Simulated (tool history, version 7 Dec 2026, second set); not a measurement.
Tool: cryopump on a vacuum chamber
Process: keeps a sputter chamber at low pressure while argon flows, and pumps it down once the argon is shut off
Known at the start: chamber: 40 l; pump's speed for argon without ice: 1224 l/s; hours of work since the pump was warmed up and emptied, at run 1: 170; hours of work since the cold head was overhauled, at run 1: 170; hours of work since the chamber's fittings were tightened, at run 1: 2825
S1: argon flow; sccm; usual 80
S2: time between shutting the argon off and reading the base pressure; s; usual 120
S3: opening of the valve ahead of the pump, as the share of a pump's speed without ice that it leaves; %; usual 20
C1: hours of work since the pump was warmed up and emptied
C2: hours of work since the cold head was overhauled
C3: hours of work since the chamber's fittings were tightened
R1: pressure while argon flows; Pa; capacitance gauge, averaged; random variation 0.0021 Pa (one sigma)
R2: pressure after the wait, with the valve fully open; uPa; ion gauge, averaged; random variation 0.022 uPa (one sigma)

run,hour,S1,S2,S3,C1,C2,C3,R1,R2
1,0.0,80,120,20,170,170,2825,0.5570,3.09
# hour 11.9: leaking fittings of the chamber tightened, without venting
2,24.7,80,120,20,182,182,7,0.5595,0.70
3,45.8,80,61,20,194,194,19,0.5564,1.03
4,65.8,80,61,20,205,205,30,0.5594,1.02
5,79.7,80,61,20,213,213,37,0.5604,0.99
6,102.4,80,61,20,225,225,50,0.5625,1.04
7,119.3,80,120,20,234,234,59,0.5640,0.72
8,137.4,80,120,16,244,244,69,0.6933,0.70
9,151.5,80,120,16,252,252,77,0.7023,0.72
10,167.1,80,120,16,261,261,85,0.7006,0.75
11,191.4,80,120,20,274,274,98,0.5608,0.77
12,203.7,80,120,20,281,281,105,0.5673,0.72
13,218.8,80,120,20,289,289,113,0.5652,0.72
14,241.0,80,120,20,301,301,126,0.5652,0.75
15,254.8,80,120,20,309,309,133,0.5660,0.80
16,270.0,80,120,20,317,317,142,0.5694,0.76
17,284.3,80,120,20,325,325,149,0.5638,0.80
18,313.9,80,120,20,341,341,166,0.5662,0.82
19,326.7,80,50,34,348,348,173,0.3394,1.36
20,342.5,86,187,16,357,357,181,0.7618,0.73
21,359.3,80,74,20,366,366,191,0.5683,1.06
22,374.6,80,74,20,374,374,199,0.5698,1.07
23,394.5,55,81,20,385,385,210,0.3886,1.07
24,410.5,55,81,20,394,394,219,0.3924,1.05
25,434.6,55,76,20,407,407,232,0.3905,1.06
26,461.4,55,76,20,422,422,247,0.3931,1.14
27,481.6,55,76,20,433,433,258,0.3903,1.08
28,510.0,59,120,20,449,449,273,0.4213,0.93
29,524.8,59,120,20,457,457,281,0.4225,0.98
30,544.5,108,120,32,468,468,292,0.4918,0.95
31,561.1,108,120,32,477,477,301,0.4923,0.98
32,584.9,108,120,32,490,490,314,0.4952,0.98
33,607.4,82,120,29,502,502,327,0.4128,0.99

Forecast each of these 3 alternatives for the next run:
A,634.1,80,167,20,517,517,341,?,?
B,634.1,137,188,19,517,517,341,?,?
C,634.1,110,120,20,517,517,341,?,?

run,R1,R2
A,0.5721,0.92
B,1.0289,0.87
C,0.7891,1.00
Without the tool's hidden state the same runs would have given:
run,R1,R2
A,0.5497,0.49
B,0.9906,0.46
C,0.7582,0.58

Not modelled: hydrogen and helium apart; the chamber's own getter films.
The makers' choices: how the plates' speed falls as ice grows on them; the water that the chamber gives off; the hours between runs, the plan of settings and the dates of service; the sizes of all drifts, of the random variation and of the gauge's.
